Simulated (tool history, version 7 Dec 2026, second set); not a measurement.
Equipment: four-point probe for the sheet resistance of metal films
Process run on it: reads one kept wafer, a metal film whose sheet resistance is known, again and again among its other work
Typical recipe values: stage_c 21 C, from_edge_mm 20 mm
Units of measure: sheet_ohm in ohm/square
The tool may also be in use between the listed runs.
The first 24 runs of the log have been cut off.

Run 25, day 18.242: usual settings but stage_c 33 C, from_edge_mm 18 mm. Result: sheet_ohm 1.166725 ohm/square.
Run 26, day 19.229: usual settings but stage_c 31 C, from_edge_mm 13 mm. Result: sheet_ohm 1.172083 ohm/square.
Run 27, day 20.238: usual settings but stage_c 31 C, from_edge_mm 6 mm. Result: sheet_ohm 1.193710 ohm/square.
Run 28, day 20.750: usual settings but stage_c 33 C, from_edge_mm 4 mm. Result: sheet_ohm 1.223692 ohm/square.
Run 29, day 21.367: usual settings but stage_c 27 C, from_edge_mm 30 mm. Result: sheet_ohm 1.171583 ohm/square.
Run 30, day 22.275: usual settings but stage_c 27 C, from_edge_mm 30 mm. Result: sheet_ohm 1.171205 ohm/square.
Run 31, day 23.162: usual settings but stage_c 22 C, from_edge_mm 40 mm. Result: sheet_ohm 1.176157 ohm/square.
Run 32, day 23.762: usual settings but stage_c 26 C, from_edge_mm 8 mm. Result: sheet_ohm 1.186503 ohm/square.
Run 33, day 24.533: usual settings but stage_c 28 C, from_edge_mm 9 mm. Result: sheet_ohm 1.181797 ohm/square.
Run 34, day 25.300: usual settings but stage_c 19 C, from_edge_mm 9 mm. Result: sheet_ohm 1.191287 ohm/square.
Run 35, day 26.138: usual settings but from_edge_mm 13 mm. Result: sheet_ohm 1.182533 ohm/square.
Run 36, day 26.808: usual settings but from_edge_mm 5 mm. Result: sheet_ohm 1.216114 ohm/square.
Run 37, day 27.254: usual settings but stage_c 26 C, from_edge_mm 73 mm. Result: sheet_ohm 1.172202 ohm/square.

Forecast each of these 4 alternatives for the next run:
Run A, day 27.992: usual settings but stage_c 27 C, from_edge_mm 73 mm. Result: sheet_ohm ?.
Run B, day 27.992: usual settings but from_edge_mm 37 mm. Result: sheet_ohm ?.
Run C, day 27.992: usual settings but stage_c 20 C, from_edge_mm 16 mm. Result: sheet_ohm ?.
Run D, day 27.992: usual settings but stage_c 18 C, from_edge_mm 17 mm. Result: sheet_ohm ?.

run  sheet_ohm
  A   1.170739
  B   1.177835
  C   1.182122
  D   1.183702
Had the tool no hidden state, the same runs would have come out as:
run  sheet_ohm
  A   1.167437
  B   1.174516
  C   1.178792
  D   1.180368

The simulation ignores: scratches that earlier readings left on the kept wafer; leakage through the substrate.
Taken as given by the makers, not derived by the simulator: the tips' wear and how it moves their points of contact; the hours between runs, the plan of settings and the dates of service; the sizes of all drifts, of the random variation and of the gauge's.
